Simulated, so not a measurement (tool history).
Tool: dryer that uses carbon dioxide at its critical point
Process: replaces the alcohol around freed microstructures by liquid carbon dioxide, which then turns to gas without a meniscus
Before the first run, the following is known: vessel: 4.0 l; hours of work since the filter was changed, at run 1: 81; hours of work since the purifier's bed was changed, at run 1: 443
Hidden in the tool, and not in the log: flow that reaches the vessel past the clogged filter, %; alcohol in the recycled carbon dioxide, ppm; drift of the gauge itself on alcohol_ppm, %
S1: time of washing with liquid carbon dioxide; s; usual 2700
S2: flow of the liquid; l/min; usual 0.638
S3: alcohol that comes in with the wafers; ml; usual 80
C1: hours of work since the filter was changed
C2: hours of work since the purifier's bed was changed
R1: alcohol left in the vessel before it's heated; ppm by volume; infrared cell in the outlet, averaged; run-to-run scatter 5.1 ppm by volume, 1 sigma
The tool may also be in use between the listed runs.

| run | hour | S1 | S2 | S3 | C1 | C2 | R1 |
|---|---|---|---|---|---|---|---|
| 1 | 0 | 2700 | 0.638 | 80 | 81 | 443 | 114 |
| 2 | 32.5 | 2520 | 0.638 | 80 | 92 | 454 | 140 |
| 3 | 63.1 | 1980 | 0.638 | 80 | 103 | 465 | 386 |
| 4 | 104.8 | 1980 | 0.638 | 80 | 118 | 480 | 396 |
| 5 | 129.1 | 2700 | 0.638 | 80 | 126 | 488 | 115 |
| 6 | 168.3 | 2700 | 0.638 | 80 | 140 | 502 | 131 |
| 7 | 199.1 | 2700 | 0.638 | 80 | 150 | 512 | 124 |
| 8 | 238.8 | 2700 | 0.638 | 80 | 164 | 526 | 133 |
| 9 | 260.6 | 2700 | 0.638 | 80 | 172 | 534 | 132 |
| 10 | 301.7 | 2700 | 0.638 | 80 | 186 | 548 | 145 |
| 11 | 340.8 | 2700 | 0.638 | 80 | 200 | 562 | 151 |
| 12 | 368 | 2700 | 0.638 | 80 | 209 | 571 | 146 |
| 13 | 391.2 | 2700 | 0.638 | 80 | 217 | 579 | 152 |
| 14 | 429.8 | 2700 | 0.638 | 80 | 231 | 593 | 159 |
| 15 | 465.5 | 2700 | 0.638 | 80 | 243 | 605 | 157 |
| 16 | 497 | 2700 | 0.638 | 31 | 254 | 616 | 85 |
| 17 | 538.2 | 2700 | 0.638 | 31 | 269 | 631 | 98 |
| 18 | 558.5 | 2700 | 0.887 | 59 | 276 | 638 | 53 |
| 19 | 581.8 | 3000 | 0.638 | 45 | 284 | 646 | 86 |
| 20 | 622.2 | 3000 | 1.061 | 98 | 298 | 660 | 44 |
| 21 | 659.8 | 2100 | 0.795 | 80 | 311 | 673 | 209 |
| 22 | 680.5 | 2100 | 0.795 | 80 | 318 | 680 | 209 |
| 23 | 706.4 | 2580 | 0.639 | 50 | 327 | 689 | 151 |
| 24 | 740.5 | 2640 | 1.034 | 59 | 339 | 701 | 58 |
| 25 | 783.3 | 2640 | 0.791 | 59 | 354 | 716 | 92 |
| 26 | 828.5 | 1740 | 0.614 | 22 | 370 | 732 | 317 |
| 27 | 873 | 1740 | 0.614 | 22 | 385 | 747 | 333 |

Below are 3 alternative next runs, each starting from the tool's condition after run 27. Predict each:
|  | 904.5 | inlet filter changed |
| A | 906.7 | 2040 | 0.921 | 68 | 1 | 759 | ? |
|  | 904.5 | inlet filter changed |
| B | 906.7 | 3600 | 0.614 | 50 | 1 | 759 | ? |
|  | 904.5 | inlet filter changed |
| C | 906.7 | 2700 | 0.638 | 64 | 1 | 759 | ? |

| run | R1 |
|---|---|
| A | 79 |
| B | 60 |
| C | 106 |
Had the tool no hidden state, the same runs would have come out as:
| run | R1 |
|---|---|
| A | 33 |
| B | 12 |
| C | 58 |
